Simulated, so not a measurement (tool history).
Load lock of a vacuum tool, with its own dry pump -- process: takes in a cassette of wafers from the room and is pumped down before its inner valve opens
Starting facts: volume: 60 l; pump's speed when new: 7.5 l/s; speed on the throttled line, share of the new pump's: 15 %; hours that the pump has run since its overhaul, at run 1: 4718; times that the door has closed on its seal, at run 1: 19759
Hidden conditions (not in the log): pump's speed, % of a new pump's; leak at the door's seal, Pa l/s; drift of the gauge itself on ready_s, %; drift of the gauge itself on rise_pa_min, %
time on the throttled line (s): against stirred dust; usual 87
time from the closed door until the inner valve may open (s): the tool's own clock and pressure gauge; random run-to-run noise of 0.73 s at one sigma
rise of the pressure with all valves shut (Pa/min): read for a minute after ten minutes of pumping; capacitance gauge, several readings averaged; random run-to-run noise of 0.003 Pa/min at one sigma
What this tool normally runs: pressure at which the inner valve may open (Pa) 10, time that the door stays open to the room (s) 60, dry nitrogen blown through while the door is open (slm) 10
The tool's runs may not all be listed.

run	hour	time on the throttled line (s)	pressure at which the inner valve may open (Pa)	time that the door stays open to the room (s)	dry nitrogen blown through while the door is open (slm)	hours that the pump has run since its overhaul	times that the door has closed on its seal	incoming humidity of the room's air, %	time from the closed door until the inner valve may open (s)	rise of the pressure with all valves shut (Pa/min)
1	0.0	87	10	60	10	4718	19759	44.5	149.4	0.105
2	203.6	87	10	60	10	4922	20737	45.4	150.9	0.110
3	401.3	87	10	60	5	5119	21686	44.2	149.7	0.122
4	540.6	87	10	60	5	5259	22355	44.4	150.5	0.134
5	688.8	87	10	60	5	5407	23067	42.6	150.5	0.137
6	863.1	87	10	60	10	5581	23904	46.6	149.8	0.127
7	1051.0	125	8	60	10	5769	24806	45.8	184.9	0.136
8	1230.4	125	11	60	10	5948	25667	47.2	182.2	0.139
9	1356.6	170	10	54	10	6075	26273	45.4	220.2	0.146
10	1559.5	157	7	60	38	6278	27247	42.9	211.4	0.128
11	1715.8	76	12	60	10	6434	27998	44.8	138.9	0.157
12	1919.8	76	12	60	10	6638	28977	39.9	139.6	0.163

Each row is a separate what-if for the run after 12, all from the same tool condition, not one after another. Results?
A	2075.5	116	20	61	10	6794	29725	42.6	?	?
B	2075.5	81	10	214	18	6794	29725	44.9	?	?
C	2075.5	87	11	60	22	6794	29725	42.8	?	?
D	2075.5	146	12	60	10	6794	29725	48.4	?	?
E	2075.5	76	12	60	23	6794	29725	47.2	?	?

run	time from the closed door until the inner valve may open (s)	rise of the pressure with all valves shut (Pa/min)
A	169.3	0.169
B	145.8	0.175
C	151.7	0.163
D	199.6	0.173
E	140.0	0.160
With no hidden state in the tool, these same runs would have given:
run	time from the closed door until the inner valve may open (s)	rise of the pressure with all valves shut (Pa/min)
A	166.3	0.039
B	142.0	0.046
C	148.1	0.031
D	196.7	0.043
E	136.4	0.029

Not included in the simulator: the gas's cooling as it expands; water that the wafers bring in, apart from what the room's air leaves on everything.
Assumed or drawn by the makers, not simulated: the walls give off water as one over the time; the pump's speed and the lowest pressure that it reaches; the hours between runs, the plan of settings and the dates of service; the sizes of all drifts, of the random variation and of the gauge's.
